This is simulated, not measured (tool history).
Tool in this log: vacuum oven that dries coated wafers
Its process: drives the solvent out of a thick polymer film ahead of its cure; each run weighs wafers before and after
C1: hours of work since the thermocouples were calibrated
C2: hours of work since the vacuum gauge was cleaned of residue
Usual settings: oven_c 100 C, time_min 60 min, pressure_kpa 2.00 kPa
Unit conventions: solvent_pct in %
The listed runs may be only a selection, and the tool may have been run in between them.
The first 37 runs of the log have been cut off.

run 38 hour=952.7 | oven_c=115 time_min=63 pressure_kpa=4.46 | C1=690 C2=788 | solvent_pct=2.55
run 39 hour=977.4 | oven_c=114 time_min=73 pressure_kpa=4.46 | C1=708 C2=806 | solvent_pct=2.61
run 40 hour=1000.1 | oven_c=114 time_min=73 pressure_kpa=4.46 | C1=724 C2=822 | solvent_pct=2.57
run 41 hour=1016.9 | oven_c=105 time_min=47 pressure_kpa=4.46 | C1=736 C2=834 | solvent_pct=3.86
run 42 hour=1045.8 | oven_c=107 time_min=60 pressure_kpa=7.37 | C1=757 C2=855 | solvent_pct=5.46
run 43 hour=1082.5 | oven_c=109 time_min=96 pressure_kpa=2.00 | C1=784 C2=882 | solvent_pct=1.36
run 44 hour=1114.1 | oven_c=109 time_min=96 pressure_kpa=2.00 | C1=807 C2=905 | solvent_pct=1.38
run 45 hour=1131.5 | oven_c=85 time_min=60 pressure_kpa=1.83 | C1=820 C2=918 | solvent_pct=5.39

Alternative continuations, all from the tool just after run 45; predict every row:
run A hour=1157.2 | oven_c=85 time_min=73 pressure_kpa=1.42 | C1=839 C2=936 | solvent_pct=?
run B hour=1157.2 | oven_c=85 time_min=60 pressure_kpa=4.49 | C1=839 C2=936 | solvent_pct=?
run C hour=1157.2 | oven_c=105 time_min=83 pressure_kpa=1.70 | C1=839 C2=936 | solvent_pct=?

run=A solvent_pct=4.21
run=B solvent_pct=8.87
run=C solvent_pct=1.46
Without the tool's hidden state the same runs would have given:
run=A solvent_pct=4.20
run=B solvent_pct=8.87
run=C solvent_pct=1.45
